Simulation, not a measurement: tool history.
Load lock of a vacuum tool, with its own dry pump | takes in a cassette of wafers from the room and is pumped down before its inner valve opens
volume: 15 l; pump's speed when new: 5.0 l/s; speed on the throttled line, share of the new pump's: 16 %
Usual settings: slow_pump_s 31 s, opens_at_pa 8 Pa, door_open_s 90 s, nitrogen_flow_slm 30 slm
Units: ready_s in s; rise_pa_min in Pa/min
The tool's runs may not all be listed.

run    hour  slow_pump_s  opens_at_pa  door_open_s  nitrogen_flow_slm  incoming humidity of the room's air, %  ready_s  rise_pa_min
  1     0.0           31            8           90                 30                                    45.1     55.9        0.068
  2   184.3           31            8           90                 30                                    44.5     54.8        0.060
  3   268.5           31            8           90                 30                                    45.9     56.2        0.066
  4   461.2           31            8           90                 30                                    43.5     55.5        0.077
  5   572.2           31            8           90                 30                                    44.0     56.0        0.068
  6   677.5           31            8           90                 30                                    43.8     55.9        0.074
  7   866.6           31            8           90                 30                                    43.0     55.6        0.074
  8   965.7           31            8           90                 30                                    43.3     56.2        0.078
  9  1147.6           31            8           90                 30                                    46.2     56.3        0.092
 10  1314.6           31            8           90                 30                                    43.5     56.7        0.087
 11  1504.4           31            8           90                 30                                    44.0     56.2        0.092
 12  1623.9           31            8           90                 30                                    43.8     56.1        0.091
 13  1707.8           31            8           90                 30                                    46.5     55.3        0.101
 14  1842.7           31            8           90                 30                                    43.5     56.3        0.100
 15  1938.1           31            8           90                  7                                    45.6     56.6        0.142
 16  2049.2           31            8           90                  7                                    46.7     57.1        0.155
 17  2220.2           31            8           90                  7                                    42.3     55.8        0.148
 18  2375.6           31            8           90                  7                                    42.2     56.9        0.150
 19  2493.7           31            8           90                 30                                    43.0     55.9        0.114
 20  2684.5           31            8           90                 30                                    44.4     56.2        0.114
 21  2866.7           31            7           90                 11                                    46.9     56.8        0.160
 22  3023.3           31            7           44                  7                                    43.1     56.9        0.143
 23  3151.4           20            8           90                 30                                    42.6     47.0        0.127
 24  3347.5           20            8           90                 30                                    42.6     47.7        0.131
 25  3546.5           20            8           90                 30                                    46.7     47.5        0.148
 26  3701.3           20            8           90                 30                                    44.5     47.4        0.149
 27  3860.4           20            8           90                 30                                    48.1     47.7        0.156
 28  3954.7           31            8           90                 31                                    43.4     56.7        0.156
 29  4127.0           31            8           90                 31                                    43.7     57.3        0.156

Run 30 comes next. What will it give?
 30  4292.0           31            8           90                 31                                    44.8        ?            ?

{"run 30": {"ready_s": 56.8, "rise_pa_min": 0.163}}
Without the tool's hidden state the same run would have given ready_s 54.6 s, rise_pa_min 0.062 Pa/min.
